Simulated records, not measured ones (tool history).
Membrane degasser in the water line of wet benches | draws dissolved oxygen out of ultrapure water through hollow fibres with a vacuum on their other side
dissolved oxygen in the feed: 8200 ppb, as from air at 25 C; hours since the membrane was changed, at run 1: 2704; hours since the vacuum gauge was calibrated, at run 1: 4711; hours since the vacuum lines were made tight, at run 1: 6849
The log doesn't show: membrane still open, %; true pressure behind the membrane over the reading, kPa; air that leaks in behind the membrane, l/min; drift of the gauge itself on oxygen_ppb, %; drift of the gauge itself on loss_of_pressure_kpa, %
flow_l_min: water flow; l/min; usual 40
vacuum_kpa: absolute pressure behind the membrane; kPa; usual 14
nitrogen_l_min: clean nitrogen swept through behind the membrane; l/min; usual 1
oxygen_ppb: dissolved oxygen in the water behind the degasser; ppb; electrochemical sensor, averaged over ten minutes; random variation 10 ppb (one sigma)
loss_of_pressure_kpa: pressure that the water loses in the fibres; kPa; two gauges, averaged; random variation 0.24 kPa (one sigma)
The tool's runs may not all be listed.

run	hour	flow_l_min	vacuum_kpa	nitrogen_l_min	hours since the membrane was changed	hours since the vacuum gauge was calibrated	hours since the vacuum lines were made tight	oxygen_ppb	loss_of_pressure_kpa
1	0	40	14	1	2704	4711	6849	1043.3	63.4
2	68.9	40	14	1	2773	4779	6918	1051.6	63.22
3	126.4	40	10	1	2830	4837	6976	773.7	63.2
4	190	40	10	1	2894	4901	7039	785.1	63.45
5	227.1	40	14	1	2931	4938	7076	1061	63.12
6	271.2	40	14	1	2975	4982	7120	1038.4	63.56
7	320.6	40	14	0.99	3024	5031	7170	1051.6	63.56
8	367.9	40	14	0.99	3072	5078	7217	1062	63.45
9	400.5	40	14	0.99	3104	5111	7250	1055.1	63.49
10	434.8	40	14	0.99	3138	5145	7284	1039	63.68
11	478.2	40	14	1.03	3182	5189	7327	1024.9	63.33
12	507.1	40	14	1.03	3211	5218	7356	1048.7	64.02
13	563.2	40	14	1.03	3267	5274	7412	1017.3	63.44
14	612.7	40	14	1.03	3316	5323	7462	1036.3	63.9
15	673.6	40	14	1.03	3377	5384	7523	1022	63.85
16	744.1	34	14	1.03	3448	5455	7593	864	54.27
17	813.3	55	12.5	0.65	3517	5524	7663	1581.6	87.45
18	880.2	55	12.5	0.65	3584	5591	7729	1584.5	87.13
19	951.5	35	24.9	0.65	3655	5662	7801	1950.5	55.72
20	1001.5	35	24.9	0.65	3705	5712	7851	1949.6	55.34
21	1057	35	24.9	0.65	3761	5768	7906	1965	55.62
22	1097.6	60	14	0.59	3801	5808	7947	1969.7	95.12
23	1147.8	31	14	0.59	3852	5858	7997	1092.7	49.47
24	1194.6	40	14	1.59	3898	5905	8044	823.4	63.5
# hour 1238.1: seals of the vacuum lines changed
25	1263.9	37	9.1	1	3966	5972	26	664.2	58.88
26	1323.2	25	18.8	0.45	4025	6032	85	1466.4	39.76
# hour 1355.5: vacuum gauge calibrated
27	1370.2	35	30.8	0.45	4071	15	132	2822.3	55.86
28	1415.1	35	30.8	0.45	4116	60	176	2765.6	55.49
29	1457.7	35	30.8	0.45	4159	102	219	2815.3	55.46
30	1497.5	62	12	1.56	4199	142	259	1256.1	98.29
31	1539.1	62	12	1.56	4240	184	301	1261.6	98.68

Forecast each of these 3 alternatives for the next run:
A	1603.8	38	14	1	4305	248	365	?	?
B	1603.8	31	26.3	0.64	4305	248	365	?	?
C	1603.8	34	27.1	1.56	4305	248	365	?	?

run	oxygen_ppb	loss_of_pressure_kpa
A	991.8	60.12
B	1880.2	49.34
C	1188.3	53.78
Without the tool's hidden state the same runs would have given:
run	oxygen_ppb	loss_of_pressure_kpa
A	991.6	60.1
B	1880.1	49.32
C	1188.2	53.76

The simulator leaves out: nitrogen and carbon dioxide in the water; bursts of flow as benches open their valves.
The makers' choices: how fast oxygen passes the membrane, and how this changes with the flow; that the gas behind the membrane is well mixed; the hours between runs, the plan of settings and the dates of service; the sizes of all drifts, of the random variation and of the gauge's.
